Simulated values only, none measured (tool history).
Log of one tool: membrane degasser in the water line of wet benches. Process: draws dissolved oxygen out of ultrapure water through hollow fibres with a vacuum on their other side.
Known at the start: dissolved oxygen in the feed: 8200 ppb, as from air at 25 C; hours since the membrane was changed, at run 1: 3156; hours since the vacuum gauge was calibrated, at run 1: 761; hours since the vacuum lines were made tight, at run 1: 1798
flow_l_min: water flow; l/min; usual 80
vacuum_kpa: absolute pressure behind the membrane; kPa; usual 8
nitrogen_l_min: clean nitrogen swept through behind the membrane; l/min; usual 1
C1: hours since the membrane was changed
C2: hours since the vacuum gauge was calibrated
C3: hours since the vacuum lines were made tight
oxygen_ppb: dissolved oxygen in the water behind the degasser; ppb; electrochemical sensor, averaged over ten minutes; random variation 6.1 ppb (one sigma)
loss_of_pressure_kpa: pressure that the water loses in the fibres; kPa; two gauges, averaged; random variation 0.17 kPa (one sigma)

{"run": 1, "hour": 0.0, "flow_l_min": 80, "vacuum_kpa": 8, "nitrogen_l_min": 1, "C1": 3156, "C2": 761, "C3": 1798, "oxygen_ppb": 764.9, "loss_of_pressure_kpa": 27.29}
{"run": 2, "hour": 124.4, "flow_l_min": 80, "vacuum_kpa": 8, "nitrogen_l_min": 1, "C1": 3280, "C2": 886, "C3": 1923, "oxygen_ppb": 765.7, "loss_of_pressure_kpa": 27.65}
{"run": 3, "hour": 185.1, "flow_l_min": 80, "vacuum_kpa": 8, "nitrogen_l_min": 1, "C1": 3341, "C2": 947, "C3": 1984, "oxygen_ppb": 776.4, "loss_of_pressure_kpa": 27.63}
{"run": 4, "hour": 291.2, "flow_l_min": 80, "vacuum_kpa": 8, "nitrogen_l_min": 1, "C1": 3447, "C2": 1053, "C3": 2090, "oxygen_ppb": 773, "loss_of_pressure_kpa": 27.79}
{"run": 5, "hour": 393.8, "flow_l_min": 80, "vacuum_kpa": 8, "nitrogen_l_min": 1, "C1": 3550, "C2": 1155, "C3": 2192, "oxygen_ppb": 781.6, "loss_of_pressure_kpa": 27.5}
{"run": 6, "hour": 464.4, "flow_l_min": 80, "vacuum_kpa": 7.35, "nitrogen_l_min": 1, "C1": 3620, "C2": 1226, "C3": 2263, "oxygen_ppb": 695.3, "loss_of_pressure_kpa": 27.85}
{"run": 7, "hour": 599.3, "flow_l_min": 52, "vacuum_kpa": 7.35, "nitrogen_l_min": 1, "C1": 3755, "C2": 1361, "C3": 2398, "oxygen_ppb": 435.7, "loss_of_pressure_kpa": 18.17}
{"run": 8, "hour": 721.4, "flow_l_min": 80, "vacuum_kpa": 8, "nitrogen_l_min": 0.61, "C1": 3877, "C2": 1483, "C3": 2520, "oxygen_ppb": 982.2, "loss_of_pressure_kpa": 27.53}
{"run": 9, "hour": 819.0, "flow_l_min": 80, "vacuum_kpa": 8, "nitrogen_l_min": 0.61, "C1": 3975, "C2": 1580, "C3": 2617, "oxygen_ppb": 978, "loss_of_pressure_kpa": 27.55}
{"run": 10, "hour": 882.6, "flow_l_min": 80, "vacuum_kpa": 8, "nitrogen_l_min": 0.61, "C1": 4038, "C2": 1644, "C3": 2681, "oxygen_ppb": 980.4, "loss_of_pressure_kpa": 27.83}
{"run": 11, "hour": 1020.9, "flow_l_min": 99, "vacuum_kpa": 6.85, "nitrogen_l_min": 0.89, "C1": 4177, "C2": 1782, "C3": 2819, "oxygen_ppb": 868.4, "loss_of_pressure_kpa": 34.39}
{"run": 12, "hour": 1164.3, "flow_l_min": 60, "vacuum_kpa": 15.68, "nitrogen_l_min": 1, "C1": 4320, "C2": 1926, "C3": 2963, "oxygen_ppb": 1271, "loss_of_pressure_kpa": 21.06}
{"run": 13, "hour": 1241.7, "flow_l_min": 70, "vacuum_kpa": 5.86, "nitrogen_l_min": 0.54, "C1": 4397, "C2": 2003, "C3": 3040, "oxygen_ppb": 580.9, "loss_of_pressure_kpa": 24.47}
{"run": 14, "hour": 1353.3, "flow_l_min": 50, "vacuum_kpa": 8.7, "nitrogen_l_min": 0.51, "C1": 4509, "C2": 2115, "C3": 3152, "oxygen_ppb": 824, "loss_of_pressure_kpa": 17.36}
{"run": 15, "hour": 1438.6, "flow_l_min": 80, "vacuum_kpa": 4.98, "nitrogen_l_min": 1.4, "C1": 4594, "C2": 2200, "C3": 3237, "oxygen_ppb": 378.2, "loss_of_pressure_kpa": 28.07}
{"run": 16, "hour": 1547.3, "flow_l_min": 80, "vacuum_kpa": 11.5, "nitrogen_l_min": 1.4, "C1": 4703, "C2": 2309, "C3": 3346, "oxygen_ppb": 981.6, "loss_of_pressure_kpa": 27.91}
{"run": 17, "hour": 1661.3, "flow_l_min": 113, "vacuum_kpa": 8, "nitrogen_l_min": 1, "C1": 4817, "C2": 2423, "C3": 3460, "oxygen_ppb": 1151.8, "loss_of_pressure_kpa": 39.72}
{"run": 18, "hour": 1764.4, "flow_l_min": 113, "vacuum_kpa": 6.53, "nitrogen_l_min": 1.31, "C1": 4920, "C2": 2526, "C3": 3563, "oxygen_ppb": 851.9, "loss_of_pressure_kpa": 39.49}
{"run": 19, "hour": 1908.9, "flow_l_min": 53, "vacuum_kpa": 8, "nitrogen_l_min": 1, "C1": 5065, "C2": 2670, "C3": 3707, "oxygen_ppb": 507.4, "loss_of_pressure_kpa": 18.54}

4 ways to go on from here, each from the tool as it stands after run 19. What would each give?
{"run": "A", "hour": 1976.7, "flow_l_min": 56, "vacuum_kpa": 8, "nitrogen_l_min": 1.73, "C1": 5132, "C2": 2738, "C3": 3775, "oxygen_ppb": "?", "loss_of_pressure_kpa": "?"}
{"run": "B", "hour": 1976.7, "flow_l_min": 80, "vacuum_kpa": 8, "nitrogen_l_min": 0.42, "C1": 5132, "C2": 2738, "C3": 3775, "oxygen_ppb": "?", "loss_of_pressure_kpa": "?"}
{"run": "C", "hour": 1976.7, "flow_l_min": 53, "vacuum_kpa": 17.32, "nitrogen_l_min": 0.7, "C1": 5132, "C2": 2738, "C3": 3775, "oxygen_ppb": "?", "loss_of_pressure_kpa": "?"}
{"run": "D", "hour": 1976.7, "flow_l_min": 53, "vacuum_kpa": 4.97, "nitrogen_l_min": 0.98, "C1": 5132, "C2": 2738, "C3": 3775, "oxygen_ppb": "?", "loss_of_pressure_kpa": "?"}

run=A oxygen_ppb=379.7 loss_of_pressure_kpa=19.73
run=B oxygen_ppb=1147.4 loss_of_pressure_kpa=28.03
run=C oxygen_ppb=1611.2 loss_of_pressure_kpa=18.52
run=D oxygen_ppb=233 loss_of_pressure_kpa=18.65
Without the tool's hidden state the same runs would have given:
run=A oxygen_ppb=367.6 loss_of_pressure_kpa=19.05
run=B oxygen_ppb=1128.9 loss_of_pressure_kpa=27.06
run=C oxygen_ppb=1606 loss_of_pressure_kpa=17.88
run=D oxygen_ppb=222 loss_of_pressure_kpa=18.01

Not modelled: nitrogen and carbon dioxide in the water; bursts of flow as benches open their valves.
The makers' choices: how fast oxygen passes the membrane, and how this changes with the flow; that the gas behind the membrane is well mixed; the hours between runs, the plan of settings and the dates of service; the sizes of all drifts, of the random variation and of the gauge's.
